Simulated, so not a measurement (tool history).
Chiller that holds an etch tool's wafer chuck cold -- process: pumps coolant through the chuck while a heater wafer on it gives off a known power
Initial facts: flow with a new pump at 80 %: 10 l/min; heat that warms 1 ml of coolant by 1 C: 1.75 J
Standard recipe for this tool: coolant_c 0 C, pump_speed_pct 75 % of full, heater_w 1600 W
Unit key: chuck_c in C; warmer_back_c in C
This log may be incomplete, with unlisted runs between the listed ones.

run	hour	coolant_c	pump_speed_pct	heater_w	chuck_c	warmer_back_c
1	0	0	75	1600	18.8	6.01
2	36.2	0	75	1600	18.7	6.01
3	69.1	0	75	1600	18.9	6
4	99.8	0	75	1600	18.8	5.97
5	131.9	0	75	1600	19	5.98
6	157.3	0	75	1600	19.1	6.01
7	197.1	0	69	1136	14.3	4.64
8	251.6	5	82	1089	17.3	3.74
9	286.2	5	82	1089	17.3	3.72
10	323.3	5	82	1931	26.4	6.61
11	351.7	1	75	1670	21	6.25

Here are 4 independent what-if runs from the current tool condition. What would each one return?
A	395.7	8	75	1600	?	?
B	395.7	0	81	1907	?	?
C	395.7	-7	92	1670	?	?
D	395.7	1	75	1403	?	?

run	chuck_c	warmer_back_c
A	27.2	6.05
B	21.7	6.64
C	10	5.12
D	18	5.28
Without the tool's unlogged condition, the same runs would have read:
run	chuck_c	warmer_back_c
A	24.2	5.86
B	18.3	6.44
C	7.3	4.96
D	15.3	5.12
